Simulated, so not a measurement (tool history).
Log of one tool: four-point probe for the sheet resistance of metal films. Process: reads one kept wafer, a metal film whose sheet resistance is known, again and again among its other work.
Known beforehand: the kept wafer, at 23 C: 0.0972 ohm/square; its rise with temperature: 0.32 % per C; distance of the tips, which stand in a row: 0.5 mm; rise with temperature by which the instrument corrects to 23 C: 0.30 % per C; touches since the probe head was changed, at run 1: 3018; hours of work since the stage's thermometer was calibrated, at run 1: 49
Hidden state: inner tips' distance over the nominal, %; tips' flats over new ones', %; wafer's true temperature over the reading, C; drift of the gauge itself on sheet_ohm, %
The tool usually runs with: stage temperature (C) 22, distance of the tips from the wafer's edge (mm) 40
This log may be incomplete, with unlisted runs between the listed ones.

run   hour  stage temperature (C)  distance of the tips from the wafer's edge (mm)  touches since the probe head was changed  hours of work since the stage's thermometer was calibrated  sheet resistance as the instrument gives it (ohm/square)
  1      0                     22                                               40                                      3018                                                          49                                                  0.097442
  2   40.7                     22                                               40                                      4631                                                          75                                                    0.0975
  3    105                     22                                               40                                      7175                                                         116                                                  0.097479
  4  148.4                     22                                               40                                      8896                                                         144                                                  0.097513
  5    202                     22                                               40                                     11018                                                         178                                                  0.097565
  6    252                     22                                               40                                     12996                                                         210                                                  0.097559
  7  310.4                     22                                               40                                     15312                                                         248                                                  0.097556
  8  371.5                     22                                               40                                     17730                                                         287                                                  0.097625
     378.9  -- stage's thermometer calibrated
  9  415.8                     22                                               40                                     19465                                                          24                                                  0.097626
 10    500                     22                                               40                                     22798                                                          78                                                  0.097617
 11  534.4                     22                                               40                                     24162                                                         100                                                   0.09763

Predict the results of run 12:
 12  606.4                     22                                               40                                     27016                                                         146                                                         ?

{"run 12": {"sheet resistance as the instrument gives it (ohm/square)": 0.097647}}
Without the tool's hidden state the same run would have given sheet resistance as the instrument gives it (ohm/square) 0.097158.
